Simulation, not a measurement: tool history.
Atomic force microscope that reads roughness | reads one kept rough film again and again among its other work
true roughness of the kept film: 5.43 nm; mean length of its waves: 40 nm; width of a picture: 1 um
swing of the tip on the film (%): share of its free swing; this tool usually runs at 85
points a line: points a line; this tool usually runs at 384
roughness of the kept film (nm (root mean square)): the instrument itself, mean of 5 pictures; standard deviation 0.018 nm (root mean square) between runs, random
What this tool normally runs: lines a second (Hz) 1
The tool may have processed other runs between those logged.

| run | hour | lines a second (Hz) | swing of the tip on the film (%) | points a line | roughness of the kept film (nm (root mean square)) |
|---|---|---|---|---|---|
| 1 | 0 | 1 | 85 | 384 | 3.836 |
| 2 | 8.9 | 1 | 85 | 384 | 3.792 |
| 3 | 18.6 | 1 | 85 | 384 | 3.754 |
| 4 | 25.6 | 1 | 85 | 384 | 3.69 |
| 5 | 31.7 | 2.16 | 85 | 384 | 3.232 |
| 6 | 38.3 | 2.16 | 85 | 384 | 3.189 |
| 7 | 46.2 | 2.16 | 85 | 384 | 3.144 |
| 8 | 57.7 | 2.16 | 85 | 384 | 3.135 |
| 9 | 65.1 | 2.16 | 85 | 384 | 3.073 |
|  | 66.9 | height scale calibrated on a step standard |
| 10 | 72.5 | 2.16 | 85 | 384 | 3.047 |
| 11 | 79.9 | 2.16 | 85 | 384 | 3.055 |
| 12 | 87.4 | 1.78 | 85 | 898 | 3.143 |
|  | 97.3 | height scale calibrated on a step standard, once more |
| 13 | 99 | 1 | 55 | 384 | 3.837 |
| 14 | 107.3 | 0.82 | 81 | 989 | 3.535 |
| 15 | 114 | 1.71 | 81 | 896 | 3.175 |
|  | 120.1 | new tip fitted |
| 16 | 120.1 | 1.71 | 81 | 896 | 4.146 |
| 17 | 130.7 | 1.24 | 68 | 384 | 4.565 |
| 18 | 139.9 | 1 | 90 | 434 | 4.032 |
| 19 | 150.7 | 1.17 | 82 | 666 | 4.138 |
| 20 | 158.6 | 0.82 | 85 | 297 | 4.206 |
| 21 | 168.6 | 0.82 | 85 | 297 | 4.099 |
| 22 | 176.1 | 3.07 | 85 | 771 | 3.179 |

Alternative continuations, all from the tool just after run 22; predict every row:
| A | 183.6 | 1 | 76 | 384 | ? |
| B | 183.6 | 3.07 | 85 | 272 | ? |
| C | 183.6 | 1.81 | 69 | 651 | ? |
| D | 183.6 | 3.07 | 90 | 771 | ? |
| E | 183.6 | 1.38 | 79 | 557 | ? |

| run | roughness of the kept film (nm (root mean square)) |
|---|---|
| A | 4.151 |
| B | 3.126 |
| C | 4.081 |
| D | 2.911 |
| E | 3.942 |
The same runs, with their run-to-run variation unchanged, on a tool lacking any hidden condition would have given:
| run | roughness of the kept film (nm (root mean square)) |
|---|---|
| A | 4.539 |
| B | 3.419 |
| C | 4.462 |
| D | 3.183 |
| E | 4.311 |

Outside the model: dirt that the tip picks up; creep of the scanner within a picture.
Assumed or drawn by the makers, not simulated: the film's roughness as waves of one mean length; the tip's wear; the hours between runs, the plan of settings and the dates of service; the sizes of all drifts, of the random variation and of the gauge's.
